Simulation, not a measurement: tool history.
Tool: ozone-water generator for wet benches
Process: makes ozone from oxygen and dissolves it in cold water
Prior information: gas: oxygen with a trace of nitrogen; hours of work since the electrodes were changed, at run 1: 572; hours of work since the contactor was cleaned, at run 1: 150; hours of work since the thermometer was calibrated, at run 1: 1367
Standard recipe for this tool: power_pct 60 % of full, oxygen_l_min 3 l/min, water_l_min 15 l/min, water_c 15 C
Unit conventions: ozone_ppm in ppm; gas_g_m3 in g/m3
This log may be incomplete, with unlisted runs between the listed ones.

run	hour	power_pct	oxygen_l_min	water_l_min	water_c	hours of work since the electrodes were changed	hours of work since the contactor was cleaned	hours of work since the thermometer was calibrated	ozone_ppm	gas_g_m3
1	0	60	3	15	15	572	150	1367	12.4	140.7
2	39.1	60	3	15	15	598	175	1392	12.4	141
3	80.8	60	3	15	15	625	202	1419	12.5	140.3
4	110.1	60	3	15	15	644	221	1438	12.6	140.4
5	133.8	60	3	15	15	659	237	1453	12.3	141.7
6	167.5	60	3	15	15	681	259	1475	12.4	140
7	215.1	60	3	15	15	712	289	1506	12.5	140.7
8	244.1	60	3	15	15	731	308	1525	12.4	140.6
9	292.6	75	3	15	15	762	340	1556	14	159.8
10	334.3	60	3	15	15	789	367	1583	12.5	139.6
11	358.4	60	1.84	15	15	805	382	1599	11.2	176.3
12	395.5	60	1.84	15	15	829	406	1623	10.9	174.7
13	441	60	1.84	15	15	858	436	1652	11.1	175.9
14	467.8	60	2.59	15	15	876	453	1670	12	150.8
15	520	60	2.03	15	15	909	487	1704	11.2	166.2
16	562.3	60	2.03	15	15	937	514	1731	11.4	166.9
17	591.7	60	2.03	15	15	956	533	1750	11.2	164.9
18	623.4	60	2.03	15	15	976	554	1771	11.5	167
19	665.5	41	3.38	14	23	1004	581	1798	9.5	104.9
20	716.8	91	3	12	15	1037	614	1831	18.8	177.7
21	748	60	3.8	15	15	1057	635	1851	12.7	123.2
22	801.8	72	3.8	10	15	1092	670	1886	19.2	138.6
# hour 805.5: water thermometer calibrated
23	827.3	60	3.05	14	15	1108	686	14	13	136.9
24	857.2	42	1.66	22	11	1128	705	33	5.6	147.8
25	904.3	42	1.66	22	11	1158	736	64	6	147.1
26	928.5	42	1.66	22	11	1174	751	80	6	147.8
27	966.9	42	1.66	22	11	1199	776	105	5.9	146.7
# hour 1015: water thermometer calibrated, once more
28	1017.2	54	3	15	7	1231	808	1	12.7	129.6
29	1064.1	60	3	16	14	1261	839	32	11.8	137.8
30	1094.6	77	4.25	16	18	1281	859	52	13.6	135.5
31	1122	85	1.86	18	13	1299	876	69	11.4	211.8
32	1160.6	45	1.86	18	18	1324	901	94	7.6	146.3
33	1213.7	59	5.4	12	12	1358	936	129	15.9	104.2
34	1267.2	73	3	15	15	1393	970	163	13.5	153.7

Hidden state at the last listed run before each entry between runs and at the first one after, where it differs:
In the gap between runs 22 and 23: water thermometer calibrated (hour 805.5)
  yield of the discharge, % of new electrodes': 96.8 -> 96.7; true water temperature over the reading, C: 0.05 -> 0.07
  the result without the hidden state subtracted from the measured one, ozone_ppm: -0.8 -> -0.6 ppm; gas_g_m3: -4.7 -> -4.2 g/m3
In the gap between runs 27 and 28: water thermometer calibrated, once more (hour 1015)
  yield of the discharge, % of new electrodes': 96.5 -> 96.4; true water temperature over the reading, C: 0.07 -> -0.04
  the result without the hidden state subtracted from the measured one, ozone_ppm: -0.2 -> -0.6 ppm; gas_g_m3: -3.8 -> -4.1 g/m3

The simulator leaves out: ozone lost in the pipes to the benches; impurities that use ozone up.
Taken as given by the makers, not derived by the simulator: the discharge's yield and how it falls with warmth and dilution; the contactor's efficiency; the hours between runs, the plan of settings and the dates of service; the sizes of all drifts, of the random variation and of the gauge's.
